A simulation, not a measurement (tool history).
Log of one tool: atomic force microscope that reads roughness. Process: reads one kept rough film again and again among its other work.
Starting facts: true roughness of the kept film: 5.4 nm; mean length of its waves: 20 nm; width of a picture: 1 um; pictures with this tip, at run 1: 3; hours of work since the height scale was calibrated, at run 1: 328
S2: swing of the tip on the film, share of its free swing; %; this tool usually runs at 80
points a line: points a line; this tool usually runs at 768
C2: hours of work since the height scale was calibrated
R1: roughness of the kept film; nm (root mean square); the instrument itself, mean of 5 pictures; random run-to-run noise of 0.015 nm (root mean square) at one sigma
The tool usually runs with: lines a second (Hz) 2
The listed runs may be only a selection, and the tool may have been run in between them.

Run 1, day 0: usual settings; pictures with this tip 3; C2 328. Result: R1 3.572 nm (root mean square).
Run 2, day 0.758: usual settings; pictures with this tip 30; C2 336. Result: R1 2.905 nm (root mean square).
Run 3, day 1.183: usual settings; pictures with this tip 45; C2 340. Result: R1 2.601 nm (root mean square).
Run 4, day 1.954: usual settings; pictures with this tip 72; C2 348. Result: R1 2.201 nm (root mean square).
Run 5, day 2.533: usual settings; pictures with this tip 92; C2 355. Result: R1 2.01 nm (root mean square).
Run 6, day 2.879: usual settings; pictures with this tip 104; C2 358. Result: R1 1.902 nm (root mean square).
At day 3.146: new tip fitted.
Run 7, day 3.3: usual settings but lines a second (Hz) 2.93; pictures with this tip 6; C2 362. Result: R1 3.409 nm (root mean square).
Run 8, day 3.625: usual settings but lines a second (Hz) 2.93; pictures with this tip 17; C2 366. Result: R1 3.095 nm (root mean square).
Run 9, day 4.346: usual settings but points a line 302; pictures with this tip 42; C2 373. Result: R1 2.587 nm (root mean square).
Run 10, day 4.917: usual settings but lines a second (Hz) 0.81, points a line 302; pictures with this tip 62; C2 379. Result: R1 2.327 nm (root mean square).
Run 11, day 5.254: usual settings but lines a second (Hz) 0.81, points a line 400; pictures with this tip 74; C2 383. Result: R1 2.194 nm (root mean square).
Run 12, day 5.621: usual settings but lines a second (Hz) 0.81, points a line 400; pictures with this tip 87; C2 387. Result: R1 2.053 nm (root mean square).
Run 13, day 6.125: usual settings but lines a second (Hz) 0.81, points a line 400; pictures with this tip 105; C2 392. Result: R1 1.879 nm (root mean square).
At day 6.354: new tip fitted.
Run 14, day 6.812: usual settings but lines a second (Hz) 0.81, S2 56 %, points a line 616; pictures with this tip 16; C2 399. Result: R1 3.338 nm (root mean square).
Run 15, day 7.371: usual settings but lines a second (Hz) 2.19; pictures with this tip 35; C2 405. Result: R1 2.744 nm (root mean square).
Run 16, day 8.079: usual settings but lines a second (Hz) 1.48, S2 64 %, points a line 412; pictures with this tip 60; C2 412. Result: R1 2.455 nm (root mean square).
Run 17, day 8.529: usual settings but lines a second (Hz) 2.62, S2 83 %, points a line 632; pictures with this tip 76; C2 417. Result: R1 2.082 nm (root mean square).

Consider 4 possible next runs. They are alternatives, not a sequence: every one starts from the tool as it was left by run 17. What does each give?
Run A, day 9.017: usual settings but lines a second (Hz) 2.63, S2 58 %, points a line 333; pictures with this tip 93; C2 422. Result: R1 ?.
Run B, day 9.017: usual settings but lines a second (Hz) 0.84, S2 71 %, points a line 884; pictures with this tip 93; C2 422. Result: R1 ?.
Run C, day 9.017: usual settings but points a line 269; pictures with this tip 93; C2 422. Result: R1 ?.
Run D, day 9.017: usual settings but lines a second (Hz) 0.59, S2 65 %, points a line 632; pictures with this tip 93; C2 422. Result: R1 ?.

run     R1
  A  2.017
  B  2.066
  C  1.919
  D  2.086
Without the tool's hidden state the same runs would have given:
run     R1
  A  3.764
  B  3.861
  C  3.591
  D  3.898

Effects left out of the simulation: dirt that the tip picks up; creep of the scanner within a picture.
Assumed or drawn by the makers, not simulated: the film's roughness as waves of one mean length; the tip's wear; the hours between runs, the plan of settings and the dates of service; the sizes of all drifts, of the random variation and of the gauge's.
